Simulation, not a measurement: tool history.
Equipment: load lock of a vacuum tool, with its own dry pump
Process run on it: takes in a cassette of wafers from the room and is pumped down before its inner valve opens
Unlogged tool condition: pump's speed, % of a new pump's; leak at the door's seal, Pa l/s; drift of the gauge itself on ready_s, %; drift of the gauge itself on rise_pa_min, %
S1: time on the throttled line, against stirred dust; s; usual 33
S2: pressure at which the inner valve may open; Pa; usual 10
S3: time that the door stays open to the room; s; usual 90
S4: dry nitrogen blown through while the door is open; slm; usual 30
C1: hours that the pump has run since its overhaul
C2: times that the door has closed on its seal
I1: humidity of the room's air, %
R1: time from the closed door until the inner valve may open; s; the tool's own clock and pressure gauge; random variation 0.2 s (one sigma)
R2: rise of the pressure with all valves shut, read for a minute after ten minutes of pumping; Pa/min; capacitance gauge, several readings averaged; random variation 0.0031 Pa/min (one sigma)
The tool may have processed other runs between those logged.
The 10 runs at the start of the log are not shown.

{"run": 11, "hour": 2211.0, "S1": 33, "S2": 10, "S3": 90, "S4": 30, "C1": 6697, "C2": 38523, "I1": 45.6, "R1": 48.4, "R2": 0.253}
{"run": 12, "hour": 2485.4, "S1": 33, "S2": 10, "S3": 90, "S4": 30, "C1": 6971, "C2": 39629, "I1": 46.0, "R1": 47.9, "R2": 0.26}
{"run": 13, "hour": 2646.8, "S1": 33, "S2": 10, "S3": 90, "S4": 30, "C1": 7132, "C2": 40280, "I1": 43.6, "R1": 48.3, "R2": 0.262}
{"run": 14, "hour": 2938.3, "S1": 33, "S2": 10, "S3": 90, "S4": 30, "C1": 7424, "C2": 41456, "I1": 42.8, "R1": 48.0, "R2": 0.263}
{"run": 15, "hour": 3169.7, "S1": 33, "S2": 10, "S3": 90, "S4": 30, "C1": 7655, "C2": 42389, "I1": 44.9, "R1": 48.7, "R2": 0.283}
{"run": 16, "hour": 3449.7, "S1": 33, "S2": 10, "S3": 90, "S4": 30, "C1": 7935, "C2": 43519, "I1": 44.3, "R1": 49.0, "R2": 0.283}
{"run": 17, "hour": 3744.1, "S1": 33, "S2": 13, "S3": 90, "S4": 30, "C1": 8230, "C2": 44706, "I1": 41.8, "R1": 48.2, "R2": 0.293}
{"run": 18, "hour": 3954.3, "S1": 33, "S2": 13, "S3": 90, "S4": 30, "C1": 8440, "C2": 45554, "I1": 45.5, "R1": 48.3, "R2": 0.298}
{"run": 19, "hour": 4168.3, "S1": 33, "S2": 13, "S3": 90, "S4": 30, "C1": 8654, "C2": 46417, "I1": 48.3, "R1": 48.2, "R2": 0.32}

Run 20 comes next. What will it give?
{"run": 20, "hour": 4389.2, "S1": 33, "S2": 14, "S3": 121, "S4": 30, "C1": 8875, "C2": 47308, "I1": 43.3, "R1": "?", "R2": "?"}

{"run 20": {"R1": 48.0, "R2": 0.309}}
Minus the tool's unlogged condition, the same run would have read R1 45.2 s, R2 0.059 Pa/min.
